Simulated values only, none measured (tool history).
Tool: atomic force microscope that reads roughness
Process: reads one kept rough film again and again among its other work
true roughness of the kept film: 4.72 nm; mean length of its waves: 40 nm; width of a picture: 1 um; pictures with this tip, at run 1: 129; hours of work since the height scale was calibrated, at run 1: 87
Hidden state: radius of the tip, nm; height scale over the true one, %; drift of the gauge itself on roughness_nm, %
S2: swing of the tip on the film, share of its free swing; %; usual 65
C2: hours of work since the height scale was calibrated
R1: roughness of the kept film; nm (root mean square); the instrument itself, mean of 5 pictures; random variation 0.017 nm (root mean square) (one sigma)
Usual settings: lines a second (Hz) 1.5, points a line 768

{"run": 1, "hour": 0.0, "lines a second (Hz)": 1.5, "S2": 65, "points a line": 768, "pictures with this tip": 129, "C2": 87, "R1": 4.017}
{"run": 2, "hour": 19.9, "lines a second (Hz)": 1.5, "S2": 65, "points a line": 768, "pictures with this tip": 156, "C2": 96, "R1": 4.02}
{"run": 3, "hour": 36.8, "lines a second (Hz)": 1.5, "S2": 65, "points a line": 454, "pictures with this tip": 180, "C2": 104, "R1": 4.038}
{"run": 4, "hour": 61.2, "lines a second (Hz)": 1.5, "S2": 65, "points a line": 768, "pictures with this tip": 214, "C2": 115, "R1": 3.985}
{"hour": 73.1, "done": "new tip fitted"}
{"run": 5, "hour": 79.0, "lines a second (Hz)": 1.5, "S2": 65, "points a line": 768, "pictures with this tip": 8, "C2": 123, "R1": 4.022}
{"run": 6, "hour": 92.6, "lines a second (Hz)": 1.5, "S2": 65, "points a line": 768, "pictures with this tip": 27, "C2": 129, "R1": 4.022}
{"run": 7, "hour": 102.6, "lines a second (Hz)": 1.5, "S2": 65, "points a line": 768, "pictures with this tip": 41, "C2": 134, "R1": 4.038}
{"run": 8, "hour": 116.2, "lines a second (Hz)": 1.5, "S2": 72, "points a line": 768, "pictures with this tip": 60, "C2": 140, "R1": 3.933}

Forecast run 9:
{"run": 9, "hour": 132.4, "lines a second (Hz)": 1.5, "S2": 72, "points a line": 768, "pictures with this tip": 83, "C2": 147, "R1": "?"}

{"run 9": {"R1": 3.912}}
Without the tool's hidden state the same run would have given R1 3.918 nm (root mean square).

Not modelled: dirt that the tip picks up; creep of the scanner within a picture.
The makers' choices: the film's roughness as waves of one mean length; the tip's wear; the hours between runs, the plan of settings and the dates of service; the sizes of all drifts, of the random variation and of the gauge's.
